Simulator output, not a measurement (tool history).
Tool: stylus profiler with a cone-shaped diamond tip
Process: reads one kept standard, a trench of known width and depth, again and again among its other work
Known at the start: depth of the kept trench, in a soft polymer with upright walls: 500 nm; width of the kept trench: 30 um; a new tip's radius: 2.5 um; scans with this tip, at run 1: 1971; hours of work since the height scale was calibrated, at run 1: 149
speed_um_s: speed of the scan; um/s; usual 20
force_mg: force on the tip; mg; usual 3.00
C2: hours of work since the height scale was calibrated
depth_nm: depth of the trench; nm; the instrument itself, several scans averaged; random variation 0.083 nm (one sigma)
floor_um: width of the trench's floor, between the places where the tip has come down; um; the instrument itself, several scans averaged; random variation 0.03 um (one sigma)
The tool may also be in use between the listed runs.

Run 1, hour 0.0: usual settings; scans with this tip 1971; C2 149. Result: depth_nm 506.99 nm, floor_um 26.83 um.
Run 2, hour 16.4: usual settings; scans with this tip 2127; C2 161. Result: depth_nm 506.99 nm, floor_um 26.74 um.
Run 3, hour 42.5: usual settings; scans with this tip 2373; C2 180. Result: depth_nm 507.03 nm, floor_um 26.80 um.
Run 4, hour 57.9: usual settings but speed_um_s 18 um/s; scans with this tip 2519; C2 191. Result: depth_nm 506.78 nm, floor_um 26.76 um.
Run 5, hour 84.8: usual settings but speed_um_s 18 um/s; scans with this tip 2774; C2 210. Result: depth_nm 506.86 nm, floor_um 26.66 um.
Run 6, hour 112.5: usual settings but speed_um_s 18 um/s; scans with this tip 3036; C2 230. Result: depth_nm 506.92 nm, floor_um 26.65 um.
Run 7, hour 126.5: usual settings but speed_um_s 18 um/s; scans with this tip 3169; C2 240. Result: depth_nm 506.90 nm, floor_um 26.64 um.
Run 8, hour 144.1: usual settings but speed_um_s 8 um/s; scans with this tip 3334; C2 253. Result: depth_nm 506.99 nm, floor_um 26.68 um.
Run 9, hour 160.9: usual settings but speed_um_s 8 um/s; scans with this tip 3494; C2 265. Result: depth_nm 506.72 nm, floor_um 26.62 um.
Run 10, hour 179.5: usual settings but force_mg 1.30 mg; scans with this tip 3670; C2 278. Result: depth_nm 503.65 nm, floor_um 26.56 um.
Run 11, hour 207.0: usual settings but speed_um_s 35 um/s; scans with this tip 3931; C2 298. Result: depth_nm 506.89 nm, floor_um 26.56 um.
Run 12, hour 233.3: usual settings but force_mg 5.28 mg; scans with this tip 4179; C2 317. Result: depth_nm 510.09 nm, floor_um 26.58 um.
Run 13, hour 253.3: usual settings; scans with this tip 4368; C2 331. Result: depth_nm 506.90 nm, floor_um 26.52 um.
Run 14, hour 269.5: usual settings; scans with this tip 4522; C2 343. Result: depth_nm 506.69 nm, floor_um 26.55 um.
At hour 271.4: height scale calibrated on a step standard.
Run 15, hour 297.9: usual settings; scans with this tip 4786; C2 19. Result: depth_nm 506.59 nm, floor_um 26.50 um.
At hour 315.5: height scale calibrated on a step standard, once more.
Run 16, hour 316.2: usual settings; scans with this tip 4954; C2 0. Result: depth_nm 507.18 nm, floor_um 26.46 um.
Run 17, hour 329.9: usual settings; scans with this tip 5084; C2 10. Result: depth_nm 507.14 nm, floor_um 26.46 um.
Run 18, hour 356.9: usual settings but force_mg 1.85 mg; scans with this tip 5339; C2 30. Result: depth_nm 505.21 nm, floor_um 26.35 um.
Run 19, hour 371.3: usual settings but force_mg 5.55 mg; scans with this tip 5475; C2 40. Result: depth_nm 510.88 nm, floor_um 26.42 um.
Run 20, hour 383.6: usual settings but force_mg 5.55 mg; scans with this tip 5592; C2 49. Result: depth_nm 510.82 nm, floor_um 26.42 um.
Run 21, hour 398.2: usual settings but force_mg 5.55 mg; scans with this tip 5730; C2 59. Result: depth_nm 510.79 nm, floor_um 26.38 um.
Run 22, hour 412.5: usual settings but force_mg 5.55 mg; scans with this tip 5865; C2 70. Result: depth_nm 510.79 nm, floor_um 26.42 um.
Run 23, hour 434.4: usual settings but force_mg 5.55 mg; scans with this tip 6073; C2 85. Result: depth_nm 510.81 nm, floor_um 26.39 um.
Run 24, hour 453.8: usual settings but force_mg 5.55 mg; scans with this tip 6256; C2 99. Result: depth_nm 510.81 nm, floor_um 26.36 um.
Run 25, hour 466.6: usual settings but speed_um_s 24 um/s, force_mg 1.96 mg; scans with this tip 6378; C2 108. Result: depth_nm 505.42 nm, floor_um 26.33 um.
Run 26, hour 494.9: usual settings but speed_um_s 12 um/s, force_mg 3.43 mg; scans with this tip 6645; C2 129. Result: depth_nm 507.85 nm, floor_um 26.35 um.
Run 27, hour 522.6: usual settings but speed_um_s 73 um/s, force_mg 4.32 mg; scans with this tip 6908; C2 149. Result: depth_nm 509.11 nm, floor_um 26.11 um.
Run 28, hour 535.2: usual settings but speed_um_s 41 um/s, force_mg 1.44 mg; scans with this tip 7027; C2 158. Result: depth_nm 504.25 nm, floor_um 26.14 um.
Run 29, hour 554.6: usual settings but force_mg 1.61 mg; scans with this tip 7211; C2 171. Result: depth_nm 504.66 nm, floor_um 26.26 um.
Run 30, hour 582.3: usual settings but speed_um_s 28 um/s, force_mg 4.03 mg; scans with this tip 7472; C2 191. Result: depth_nm 508.58 nm, floor_um 26.21 um.
Run 31, hour 605.7: usual settings but speed_um_s 9 um/s, force_mg 3.05 mg; scans with this tip 7694; C2 208. Result: depth_nm 507.17 nm, floor_um 26.28 um.
Run 32, hour 627.0: usual settings but speed_um_s 9 um/s, force_mg 3.05 mg; scans with this tip 7895; C2 223. Result: depth_nm 507.08 nm, floor_um 26.29 um.
Run 33, hour 646.1: usual settings but speed_um_s 66 um/s, force_mg 1.29 mg; scans with this tip 8076; C2 237. Result: depth_nm 503.95 nm, floor_um 25.84 um.
Run 34, hour 661.1: usual settings but speed_um_s 19 um/s, force_mg 1.27 mg; scans with this tip 8219; C2 248. Result: depth_nm 504.00 nm, floor_um 26.13 um.
Run 35, hour 679.2: usual settings but speed_um_s 33 um/s, force_mg 1.27 mg; scans with this tip 8390; C2 261. Result: depth_nm 503.97 nm, floor_um 26.02 um.
Run 36, hour 697.3: usual settings but speed_um_s 33 um/s, force_mg 1.27 mg; scans with this tip 8561; C2 274. Result: depth_nm 503.98 nm, floor_um 26.04 um.
Run 37, hour 720.9: usual settings but speed_um_s 33 um/s, force_mg 1.27 mg; scans with this tip 8784; C2 291. Result: depth_nm 503.89 nm, floor_um 25.99 um.
Run 38, hour 744.8: usual settings but speed_um_s 33 um/s, force_mg 8.75 mg; scans with this tip 9010; C2 308. Result: depth_nm 514.47 nm, floor_um 26.14 um.
Run 39, hour 762.2: usual settings but speed_um_s 33 um/s, force_mg 1.19 mg; scans with this tip 9175; C2 320. Result: depth_nm 503.80 nm, floor_um 25.94 um.
Run 40, hour 774.8: usual settings but speed_um_s 33 um/s, force_mg 3.10 mg; scans with this tip 9294; C2 329. Result: depth_nm 507.14 nm, floor_um 26.09 um.
Run 41, hour 789.9: usual settings but speed_um_s 27 um/s, force_mg 1.41 mg; scans with this tip 9437; C2 340. Result: depth_nm 504.32 nm, floor_um 25.93 um.
Run 42, hour 817.9: usual settings but speed_um_s 40 um/s, force_mg 1.40 mg; scans with this tip 9703; C2 360. Result: depth_nm 504.22 nm, floor_um 25.95 um.
Run 43, hour 844.0: usual settings but speed_um_s 40 um/s, force_mg 1.40 mg; scans with this tip 9949; C2 379. Result: depth_nm 504.24 nm, floor_um 25.85 um.
Run 44, hour 856.9: usual settings but speed_um_s 40 um/s, force_mg 1.40 mg; scans with this tip 10071; C2 388. Result: depth_nm 504.22 nm, floor_um 25.81 um.
Run 45, hour 875.4: usual settings but speed_um_s 11 um/s, force_mg 2.98 mg; scans with this tip 10246; C2 402. Result: depth_nm 506.83 nm, floor_um 26.01 um.
Run 46, hour 887.1: usual settings but speed_um_s 11 um/s, force_mg 2.98 mg; scans with this tip 10357; C2 410. Result: depth_nm 507.01 nm, floor_um 25.98 um.
Run 47, hour 906.0: usual settings but speed_um_s 11 um/s, force_mg 2.98 mg; scans with this tip 10536; C2 423. Result: depth_nm 506.93 nm, floor_um 26.03 um.

Hidden state at the last listed run before each entry between runs and at the first one after, where it differs:
Between runs 14 and 15: height scale calibrated on a step standard (hour 271.4)
  radius of the tip, um: 3.15 -> 3.2; height scale over the true one, %: -0.059 -> -0.084
  measured less the result without the state, depth_nm: -0.31 -> -0.43 nm; floor_um: -0.41 -> -0.43 um
Between runs 15 and 16: height scale calibrated on a step standard, once more (hour 315.5)
  radius of the tip, um: 3.2 -> 3.22; height scale over the true one, %: -0.084 -> 0.021
  measured less the result without the state, depth_nm: -0.43 -> +0.10 nm; floor_um: -0.43 -> -0.45 um

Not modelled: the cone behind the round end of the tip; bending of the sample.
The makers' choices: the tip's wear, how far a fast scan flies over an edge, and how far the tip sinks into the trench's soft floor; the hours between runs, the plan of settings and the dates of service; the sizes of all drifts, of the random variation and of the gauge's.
